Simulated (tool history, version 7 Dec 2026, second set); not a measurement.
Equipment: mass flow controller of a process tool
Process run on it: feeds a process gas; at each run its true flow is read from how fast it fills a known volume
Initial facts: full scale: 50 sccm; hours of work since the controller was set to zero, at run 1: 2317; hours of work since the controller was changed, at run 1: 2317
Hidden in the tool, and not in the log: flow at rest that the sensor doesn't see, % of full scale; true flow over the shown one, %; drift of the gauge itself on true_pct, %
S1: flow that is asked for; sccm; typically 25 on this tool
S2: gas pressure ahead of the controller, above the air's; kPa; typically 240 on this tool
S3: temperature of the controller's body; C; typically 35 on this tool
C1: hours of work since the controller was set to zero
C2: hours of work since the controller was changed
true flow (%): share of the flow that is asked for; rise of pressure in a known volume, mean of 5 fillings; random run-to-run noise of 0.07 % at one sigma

run 1 day=0 | S1=25 S2=240 S3=35 | C1=2317 C2=2317 | true_flow_(%)=98.85
run 2 day=3.317 | S1=25 S2=240 S3=35 | C1=2351 C2=2351 | true_flow_(%)=98.91
run 3 day=8.312 | S1=25 S2=240 S3=35 | C1=2403 C2=2403 | true_flow_(%)=98.76
run 4 day=10.792 | S1=25 S2=240 S3=35 | C1=2429 C2=2429 | true_flow_(%)=98.99
run 5 day=13.221 | S1=25 S2=240 S3=35 | C1=2454 C2=2454 | true_flow_(%)=98.81
run 6 day=17.708 | S1=25 S2=240 S3=35 | C1=2501 C2=2501 | true_flow_(%)=98.88
run 7 day=20.654 | S1=25 S2=240 S3=35 | C1=2531 C2=2531 | true_flow_(%)=98.74
run 8 day=24.75 | S1=25 S2=240 S3=35 | C1=2574 C2=2574 | true_flow_(%)=98.8
run 9 day=27.6 | S1=25 S2=240 S3=35 | C1=2603 C2=2603 | true_flow_(%)=98.83
run 10 day=30.079 | S1=25 S2=240 S3=35 | C1=2629 C2=2629 | true_flow_(%)=98.69
run 11 day=34.783 | S1=25 S2=240 S3=35 | C1=2678 C2=2678 | true_flow_(%)=98.78
run 12 day=39.096 | S1=7 S2=240 S3=35 | C1=2722 C2=2722 | true_flow_(%)=100.84
run 13 day=44.396 | S1=7 S2=240 S3=35 | C1=2777 C2=2777 | true_flow_(%)=100.74
run 14 day=49.358 | S1=7 S2=240 S3=35 | C1=2829 C2=2829 | true_flow_(%)=100.8
run 15 day=54.012 | S1=7 S2=240 S3=35 | C1=2877 C2=2877 | true_flow_(%)=100.7
run 16 day=56.988 | S1=25 S2=240 S3=35 | C1=2908 C2=2908 | true_flow_(%)=98.58
-- day=57.25 controller's zero set anew
run 17 day=62.454 | S1=25 S2=240 S3=35 | C1=54 C2=2964 | true_flow_(%)=98.88
run 18 day=66.525 | S1=25 S2=240 S3=35 | C1=96 C2=3006 | true_flow_(%)=98.74
run 19 day=69.458 | S1=25 S2=240 S3=22 | C1=127 C2=3037 | true_flow_(%)=99.54
run 20 day=74.892 | S1=25 S2=240 S3=22 | C1=183 C2=3093 | true_flow_(%)=99.56
run 21 day=79.8 | S1=25 S2=177 S3=25 | C1=234 C2=3144 | true_flow_(%)=99.04
run 22 day=82.954 | S1=23 S2=240 S3=21 | C1=266 C2=3177 | true_flow_(%)=99.71
run 23 day=86.712 | S1=23 S2=240 S3=21 | C1=305 C2=3216 | true_flow_(%)=99.71
-- day=87.7 controller's zero set anew, once more
run 24 day=89.375 | S1=5 S2=240 S3=37 | C1=17 C2=3243 | true_flow_(%)=97.35
run 25 day=92.588 | S1=25 S2=240 S3=30 | C1=51 C2=3276 | true_flow_(%)=97.85
run 26 day=96.733 | S1=25 S2=240 S3=30 | C1=94 C2=3319 | true_flow_(%)=97.9
run 27 day=101.779 | S1=25 S2=161 S3=31 | C1=146 C2=3372 | true_flow_(%)=97.21
run 28 day=107.408 | S1=25 S2=161 S3=31 | C1=204 C2=3430 | true_flow_(%)=97.24
run 29 day=110.042 | S1=47 S2=190 S3=35 | C1=232 C2=3457 | true_flow_(%)=97.32
run 30 day=112.362 | S1=6 S2=240 S3=35 | C1=256 C2=3481 | true_flow_(%)=97.62
run 31 day=117.258 | S1=12 S2=168 S3=35 | C1=306 C2=3532 | true_flow_(%)=97.04
run 32 day=121.538 | S1=17 S2=240 S3=40 | C1=351 C2=3576 | true_flow_(%)=97.11
run 33 day=126.575 | S1=17 S2=240 S3=40 | C1=403 C2=3629 | true_flow_(%)=97.22
run 34 day=131.179 | S1=8 S2=240 S3=28 | C1=451 C2=3676 | true_flow_(%)=97.9
run 35 day=135.038 | S1=15 S2=278 S3=21 | C1=491 C2=3716 | true_flow_(%)=98.61
run 36 day=139.504 | S1=15 S2=278 S3=21 | C1=537 C2=3763 | true_flow_(%)=98.57
run 37 day=144.083 | S1=15 S2=278 S3=21 | C1=584 C2=3810 | true_flow_(%)=98.4
run 38 day=149.004 | S1=13 S2=194 S3=22 | C1=635 C2=3861 | true_flow_(%)=97.88
run 39 day=154.071 | S1=13 S2=203 S3=37 | C1=688 C2=3914 | true_flow_(%)=97.03

Predict each of these 3 candidate next runs independently; none follows another, all start after run 39:
run A day=158.679 | S1=13 S2=163 S3=34 | C1=736 C2=3961 | true_flow_(%)=?
run B day=158.679 | S1=5 S2=236 S3=35 | C1=736 C2=3961 | true_flow_(%)=?
run C day=158.679 | S1=47 S2=240 S3=25 | C1=736 C2=3961 | true_flow_(%)=?

run=A true_flow_(%)=96.93
run=B true_flow_(%)=97.98
run=C true_flow_(%)=97.9
With no hidden state in the tool, these same runs would have given:
run=A true_flow_(%)=98.84
run=B true_flow_(%)=99.11
run=C true_flow_(%)=100.16

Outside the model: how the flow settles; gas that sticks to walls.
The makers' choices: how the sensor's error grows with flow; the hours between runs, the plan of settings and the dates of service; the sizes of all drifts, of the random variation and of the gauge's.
